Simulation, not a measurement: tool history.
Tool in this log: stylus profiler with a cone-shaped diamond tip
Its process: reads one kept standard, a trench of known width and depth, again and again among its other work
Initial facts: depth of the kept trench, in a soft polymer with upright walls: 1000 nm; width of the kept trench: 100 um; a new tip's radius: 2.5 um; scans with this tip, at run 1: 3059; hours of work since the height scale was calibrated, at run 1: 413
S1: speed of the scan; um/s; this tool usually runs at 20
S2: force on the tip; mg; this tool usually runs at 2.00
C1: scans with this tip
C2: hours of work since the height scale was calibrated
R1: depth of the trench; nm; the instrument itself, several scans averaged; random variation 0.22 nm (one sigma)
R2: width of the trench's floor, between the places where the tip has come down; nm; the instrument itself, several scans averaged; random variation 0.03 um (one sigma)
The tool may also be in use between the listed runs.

run 1 hour=0.0 | S1=20 S2=2.00 | C1=3059 C2=413 | R1=1002.93 R2=95060
run 2 hour=23.1 | S1=20 S2=2.00 | C1=3189 C2=431 | R1=1002.73 R2=94980
run 3 hour=49.6 | S1=20 S2=2.00 | C1=3339 C2=451 | R1=1002.14 R2=94920
run 4 hour=61.5 | S1=20 S2=2.00 | C1=3406 C2=460 | R1=1002.65 R2=94930
run 5 hour=84.8 | S1=20 S2=2.00 | C1=3537 C2=478 | R1=1002.47 R2=94880
run 6 hour=108.1 | S1=20 S2=2.00 | C1=3669 C2=496 | R1=1002.12 R2=94850
run 7 hour=128.1 | S1=20 S2=2.00 | C1=3782 C2=511 | R1=1002.42 R2=94780
run 8 hour=144.7 | S1=20 S2=2.00 | C1=3875 C2=524 | R1=1002.26 R2=94830
run 9 hour=160.0 | S1=20 S2=2.00 | C1=3962 C2=535 | R1=1002.24 R2=94800
run 10 hour=179.9 | S1=35 S2=2.00 | C1=4074 C2=551 | R1=1002.58 R2=94650
run 11 hour=207.4 | S1=35 S2=2.00 | C1=4229 C2=572 | R1=1002.05 R2=94600
run 12 hour=231.9 | S1=35 S2=2.00 | C1=4368 C2=590 | R1=1002.18 R2=94600
run 13 hour=250.3 | S1=6 S2=2.00 | C1=4471 C2=604 | R1=1001.60 R2=94690
run 14 hour=278.2 | S1=6 S2=2.00 | C1=4629 C2=625 | R1=1001.78 R2=94640
-- hour=281.1 height scale calibrated on a step standard
run 15 hour=307.1 | S1=6 S2=2.00 | C1=4789 C2=20 | R1=1000.05 R2=94650
run 16 hour=321.8 | S1=20 S2=2.00 | C1=4872 C2=31 | R1=999.69 R2=94580
run 17 hour=334.9 | S1=20 S2=2.00 | C1=4946 C2=41 | R1=999.89 R2=94530
run 18 hour=351.3 | S1=20 S2=2.00 | C1=5038 C2=54 | R1=999.81 R2=94510
run 19 hour=374.8 | S1=5 S2=0.72 | C1=5171 C2=71 | R1=997.30 R2=94570
run 20 hour=400.9 | S1=13 S2=1.09 | C1=5318 C2=91 | R1=998.00 R2=94440
run 21 hour=424.7 | S1=13 S2=1.09 | C1=5453 C2=110 | R1=997.99 R2=94340
-- hour=447.9 height scale calibrated on a step standard, once more
run 22 hour=453.1 | S1=55 S2=4.72 | C1=5610 C2=4 | R1=1008.33 R2=94190
run 23 hour=475.4 | S1=55 S2=4.72 | C1=5736 C2=21 | R1=1007.92 R2=94220
run 24 hour=492.3 | S1=17 S2=3.40 | C1=5831 C2=34 | R1=1006.49 R2=94360
run 25 hour=509.1 | S1=6 S2=5.92 | C1=5926 C2=47 | R1=1009.90 R2=94390
run 26 hour=521.8 | S1=50 S2=3.74 | C1=5997 C2=56 | R1=1006.71 R2=94180
run 27 hour=539.1 | S1=50 S2=3.74 | C1=6095 C2=70 | R1=1006.47 R2=94150
run 28 hour=559.5 | S1=50 S2=3.74 | C1=6210 C2=85 | R1=1007.38 R2=94110
run 29 hour=587.9 | S1=18 S2=2.99 | C1=6370 C2=107 | R1=1005.50 R2=94190
run 30 hour=609.7 | S1=20 S2=4.12 | C1=6493 C2=123 | R1=1007.67 R2=94150
run 31 hour=622.5 | S1=20 S2=4.12 | C1=6566 C2=133 | R1=1006.94 R2=94170
run 32 hour=638.8 | S1=16 S2=2.00 | C1=6657 C2=145 | R1=1004.22 R2=94210
run 33 hour=664.6 | S1=12 S2=3.20 | C1=6803 C2=165 | R1=1005.58 R2=94210
run 34 hour=684.2 | S1=37 S2=2.00 | C1=6914 C2=180 | R1=1004.04 R2=93960

Describe how what the log doesn't record of the tool's condition differs between the last listed run preceding each entry between runs and the first listed run following it.
Run 14 -> run 15: height scale calibrated on a step standard (hour 281.1)
  radius of the tip, um: 3.97 -> 4.03; height scale over the true one, %: -0.31 -> -0.498
  difference, measured minus the result without the unlogged condition, R1: -3.12 -> -5.00 nm; R2: -1270 -> -1310 nm
Run 21 -> run 22: height scale calibrated on a step standard, once more (hour 447.9)
  radius of the tip, um: 4.26 -> 4.31; height scale over the true one, %: -0.538 -> -0.025
  difference, measured minus the result without the unlogged condition, R1: -5.40 -> -0.26 nm; R2: -1480 -> -1520 nm

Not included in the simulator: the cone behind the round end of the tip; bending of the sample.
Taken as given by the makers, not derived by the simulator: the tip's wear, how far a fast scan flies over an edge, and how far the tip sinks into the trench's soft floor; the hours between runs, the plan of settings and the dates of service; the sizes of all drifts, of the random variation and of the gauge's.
